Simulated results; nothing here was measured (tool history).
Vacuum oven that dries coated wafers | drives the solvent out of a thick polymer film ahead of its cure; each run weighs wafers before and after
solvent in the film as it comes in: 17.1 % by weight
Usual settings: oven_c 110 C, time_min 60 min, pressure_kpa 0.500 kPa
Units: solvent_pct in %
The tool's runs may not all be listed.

run,hour,oven_c,time_min,pressure_kpa,solvent_pct
1,0.0,110,60,0.500,1.01
2,23.1,120,60,0.500,0.28
3,68.7,120,60,0.500,0.31
4,92.7,120,60,0.500,0.34
5,124.1,120,60,0.500,0.36
6,144.3,120,38,0.500,1.04
7,166.4,110,60,0.445,0.96
8,205.6,110,60,0.445,0.95
9,246.7,110,72,0.500,0.64
10,273.1,110,72,0.500,0.59
11,308.3,110,72,0.500,0.62
12,327.6,110,72,1.190,0.90
13,351.2,110,42,0.500,2.00
14,396.8,110,42,0.500,1.94
15,426.8,110,42,0.500,1.99
16,468.7,110,42,0.500,1.94
17,505.2,110,60,0.500,0.93
18,545.3,100,60,0.500,2.33
# hour 551.5: oven's thermocouples calibrated
19,582.2,100,60,0.500,2.20
20,618.4,100,60,0.500,2.16
21,655.5,100,60,0.500,2.17
22,681.3,100,60,0.500,2.20
23,718.6,116,60,0.500,0.48
# hour 760.7: oven's thermocouples calibrated, once more
24,762.9,110,60,0.500,1.09
25,790.6,110,60,0.500,1.10
26,818.8,96,56,0.368,3.64
27,858.2,102,44,0.436,3.51
28,895.8,96,96,0.542,1.57
29,917.6,95,36,0.790,6.21
30,949.0,95,36,0.790,6.26
31,976.3,95,36,0.790,6.14
32,1008.0,95,36,0.790,6.03
33,1034.9,95,36,0.790,6.19
34,1055.8,118,66,0.618,0.45
35,1080.8,114,66,1.129,0.81
36,1126.6,120,53,0.434,0.46
37,1146.2,120,53,0.434,0.47
38,1185.7,111,46,0.500,1.60
39,1210.9,111,46,0.500,1.69
40,1238.4,111,101,1.567,0.69
41,1258.1,112,50,0.303,1.21
42,1296.5,123,46,1.120,0.63
43,1321.7,123,46,1.120,0.65
44,1366.5,123,46,1.120,0.67
45,1386.7,123,46,1.120,0.65
46,1427.8,123,46,1.120,0.73
47,1468.8,123,46,1.120,0.67

4 ways to go on from here, each from the tool as it stands after run 47. What would each give?
A,1491.5,101,60,0.500,?
B,1491.5,123,46,0.349,?
C,1491.5,116,99,0.500,?
D,1491.5,104,32,1.538,?

run,solvent_pct
A,2.33
B,0.49
C,0.27
D,4.83
Without the tool's hidden state the same runs would have given:
run,solvent_pct
A,2.31
B,0.46
C,0.20
D,4.86
